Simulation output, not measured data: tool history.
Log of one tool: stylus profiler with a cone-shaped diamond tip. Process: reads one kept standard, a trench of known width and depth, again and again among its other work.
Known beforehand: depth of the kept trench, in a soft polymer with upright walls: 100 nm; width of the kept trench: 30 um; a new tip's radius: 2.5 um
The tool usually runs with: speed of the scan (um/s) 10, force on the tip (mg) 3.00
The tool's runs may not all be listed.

run	hour	speed of the scan (um/s)	force on the tip (mg)	depth of the trench (nm)	width of the trench's floor (µm)
1	0.0	10	3.00	101.73	28.51
2	18.0	10	3.00	101.71	28.59
3	33.9	10	3.00	101.77	28.58
4	48.0	10	3.00	101.77	28.57
5	65.4	10	1.62	101.16	28.49
6	92.3	10	1.62	101.13	28.58
7	110.9	10	1.62	101.19	28.54
8	135.7	10	3.00	101.72	28.53
9	165.2	10	3.00	101.85	28.51
10	188.6	10	3.00	101.74	28.47
11	201.8	10	3.00	101.82	28.48
12	217.5	10	5.51	102.70	28.53
13	238.3	10	1.23	101.06	28.44
14	264.0	6	2.36	101.54	28.49
15	276.8	9	3.88	102.16	28.56
16	289.4	9	3.88	102.15	28.49
17	302.6	7	1.93	101.35	28.47
18	328.2	11	4.09	102.32	28.48
19	352.8	11	4.09	102.34	28.56
20	369.8	5	6.08	102.95	28.51
21	397.7	5	1.10	101.09	28.49
22	426.9	5	1.10	101.17	28.47
23	444.9	5	1.10	100.81	28.45
24	472.0	12	3.56	101.91	28.46
25	499.3	14	4.36	102.17	28.43

Not shown: 2 entries that the log had between the listed runs. Between which runs, and how does the tool's hidden state differ before and after?
Runs 17 to 18: height scale calibrated on a step standard (hour 305.5)
  radius of the tip, um: 2.75 -> 2.77; height scale over the true one, %: 0.142 -> 0.239
  measured less the result without the state, depth of the trench (nm): +0.14 -> +0.24; width of the trench's floor (µm): -0.07 -> -0.08
Runs 22 to 23: height scale calibrated on a step standard, once more (hour 441.8)
  radius of the tip, um: 2.84 -> 2.85; height scale over the true one, %: 0.265 -> -0.005
  measured less the result without the state, depth of the trench (nm): +0.27 -> -0.01; width of the trench's floor (µm): -0.09 -> -0.10
